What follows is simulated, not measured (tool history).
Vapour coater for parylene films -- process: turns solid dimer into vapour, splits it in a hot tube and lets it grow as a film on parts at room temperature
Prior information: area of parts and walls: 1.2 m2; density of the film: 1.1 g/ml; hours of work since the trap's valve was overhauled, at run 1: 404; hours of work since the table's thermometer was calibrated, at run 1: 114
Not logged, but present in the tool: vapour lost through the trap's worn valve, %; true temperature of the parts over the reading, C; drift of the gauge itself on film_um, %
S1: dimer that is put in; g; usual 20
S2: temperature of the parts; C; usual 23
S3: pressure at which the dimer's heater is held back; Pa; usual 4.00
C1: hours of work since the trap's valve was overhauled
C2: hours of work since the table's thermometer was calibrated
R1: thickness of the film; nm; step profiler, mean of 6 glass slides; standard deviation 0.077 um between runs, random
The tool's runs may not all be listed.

{"run": 1, "day": 0.0, "S1": 20, "S2": 23, "S3": 4.0, "C1": 404, "C2": 114, "R1": 8330}
{"run": 2, "day": 0.596, "S1": 20, "S2": 23, "S3": 4.0, "C1": 411, "C2": 121, "R1": 8240}
{"run": 3, "day": 1.95, "S1": 20, "S2": 23, "S3": 2.12, "C1": 425, "C2": 136, "R1": 9790}
{"run": 4, "day": 3.217, "S1": 20, "S2": 25, "S3": 4.0, "C1": 439, "C2": 150, "R1": 7910}
{"run": 5, "day": 4.004, "S1": 20, "S2": 23, "S3": 3.0, "C1": 448, "C2": 159, "R1": 8960}
{"run": 6, "day": 5.05, "S1": 27, "S2": 23, "S3": 4.0, "C1": 460, "C2": 170, "R1": 11160}
{"run": 7, "day": 6.45, "S1": 20, "S2": 23, "S3": 4.0, "C1": 475, "C2": 186, "R1": 8160}
{"run": 8, "day": 7.629, "S1": 20, "S2": 23, "S3": 4.0, "C1": 488, "C2": 199, "R1": 8170}
{"run": 9, "day": 9.029, "S1": 20, "S2": 23, "S3": 4.0, "C1": 504, "C2": 214, "R1": 8240}
{"run": 10, "day": 10.079, "S1": 20, "S2": 23, "S3": 4.0, "C1": 515, "C2": 226, "R1": 8280}
{"run": 11, "day": 11.017, "S1": 20, "S2": 23, "S3": 4.0, "C1": 526, "C2": 236, "R1": 7960}
{"day": 11.383, "done": "trap's valve overhauled"}
{"run": 12, "day": 12.033, "S1": 8, "S2": 23, "S3": 4.0, "C1": 7, "C2": 245, "R1": 3770}
{"run": 13, "day": 12.792, "S1": 20, "S2": 30, "S3": 4.0, "C1": 16, "C2": 254, "R1": 7950}
{"run": 14, "day": 14.046, "S1": 20, "S2": 30, "S3": 4.0, "C1": 29, "C2": 268, "R1": 7830}
{"run": 15, "day": 15.021, "S1": 20, "S2": 30, "S3": 4.0, "C1": 40, "C2": 278, "R1": 7740}
{"run": 16, "day": 15.696, "S1": 33, "S2": 23, "S3": 4.0, "C1": 48, "C2": 286, "R1": 15340}
{"run": 17, "day": 16.429, "S1": 33, "S2": 23, "S3": 4.0, "C1": 56, "C2": 294, "R1": 15200}
{"run": 18, "day": 17.596, "S1": 33, "S2": 23, "S3": 4.0, "C1": 69, "C2": 307, "R1": 15170}
{"run": 19, "day": 18.183, "S1": 33, "S2": 23, "S3": 4.0, "C1": 75, "C2": 313, "R1": 15190}
{"run": 20, "day": 19.088, "S1": 33, "S2": 23, "S3": 4.0, "C1": 85, "C2": 323, "R1": 15460}
{"run": 21, "day": 20.496, "S1": 33, "S2": 23, "S3": 4.0, "C1": 101, "C2": 339, "R1": 15020}
{"run": 22, "day": 21.925, "S1": 33, "S2": 23, "S3": 4.0, "C1": 116, "C2": 355, "R1": 15180}
{"run": 23, "day": 22.658, "S1": 33, "S2": 23, "S3": 2.24, "C1": 125, "C2": 363, "R1": 17390}
{"run": 24, "day": 23.292, "S1": 33, "S2": 26, "S3": 2.24, "C1": 132, "C2": 370, "R1": 16130}
{"run": 25, "day": 23.908, "S1": 33, "S2": 26, "S3": 2.24, "C1": 138, "C2": 377, "R1": 16150}
{"run": 26, "day": 25.021, "S1": 20, "S2": 20, "S3": 4.0, "C1": 151, "C2": 389, "R1": 9920}
{"run": 27, "day": 26.229, "S1": 20, "S2": 20, "S3": 4.0, "C1": 164, "C2": 402, "R1": 9740}
{"run": 28, "day": 27.633, "S1": 15, "S2": 23, "S3": 4.0, "C1": 179, "C2": 418, "R1": 6690}
{"run": 29, "day": 28.938, "S1": 15, "S2": 23, "S3": 4.0, "C1": 194, "C2": 432, "R1": 6880}
{"run": 30, "day": 30.183, "S1": 20, "S2": 33, "S3": 4.0, "C1": 208, "C2": 446, "R1": 7120}
{"run": 31, "day": 31.429, "S1": 20, "S2": 33, "S3": 4.0, "C1": 221, "C2": 460, "R1": 6910}
{"run": 32, "day": 32.242, "S1": 30, "S2": 34, "S3": 4.0, "C1": 230, "C2": 469, "R1": 10380}
{"run": 33, "day": 32.996, "S1": 19, "S2": 21, "S3": 4.0, "C1": 239, "C2": 477, "R1": 8910}
{"run": 34, "day": 33.85, "S1": 15, "S2": 16, "S3": 7.84, "C1": 248, "C2": 486, "R1": 6690}
{"run": 35, "day": 35.067, "S1": 20, "S2": 18, "S3": 3.88, "C1": 262, "C2": 500, "R1": 10040}
{"run": 36, "day": 36.296, "S1": 20, "S2": 18, "S3": 3.88, "C1": 275, "C2": 513, "R1": 10080}
{"run": 37, "day": 36.975, "S1": 31, "S2": 18, "S3": 3.58, "C1": 283, "C2": 521, "R1": 15650}
{"run": 38, "day": 38.312, "S1": 31, "S2": 18, "S3": 3.58, "C1": 297, "C2": 536, "R1": 15850}
{"run": 39, "day": 38.967, "S1": 31, "S2": 20, "S3": 2.08, "C1": 305, "C2": 543, "R1": 17120}
{"run": 40, "day": 40.104, "S1": 31, "S2": 20, "S3": 2.08, "C1": 317, "C2": 556, "R1": 17080}
{"run": 41, "day": 41.121, "S1": 31, "S2": 20, "S3": 2.08, "C1": 328, "C2": 567, "R1": 17130}
{"run": 42, "day": 41.983, "S1": 31, "S2": 20, "S3": 2.08, "C1": 338, "C2": 576, "R1": 17100}
{"run": 43, "day": 42.575, "S1": 31, "S2": 16, "S3": 3.23, "C1": 345, "C2": 583, "R1": 16930}
{"run": 44, "day": 43.292, "S1": 31, "S2": 16, "S3": 3.23, "C1": 352, "C2": 591, "R1": 16690}
{"run": 45, "day": 44.638, "S1": 22, "S2": 23, "S3": 5.78, "C1": 367, "C2": 606, "R1": 8680}
{"run": 46, "day": 45.254, "S1": 22, "S2": 23, "S3": 5.78, "C1": 374, "C2": 612, "R1": 8740}

Estimate the outcome of run 47 from the log above:
{"run": 47, "day": 46.196, "S1": 22, "S2": 22, "S3": 6.23, "C1": 385, "C2": 623, "R1": "?"}

R1: 8830 nm
If the tool had no hidden condition, the same run with the same run-to-run variation would have returned R1 9500 nm.

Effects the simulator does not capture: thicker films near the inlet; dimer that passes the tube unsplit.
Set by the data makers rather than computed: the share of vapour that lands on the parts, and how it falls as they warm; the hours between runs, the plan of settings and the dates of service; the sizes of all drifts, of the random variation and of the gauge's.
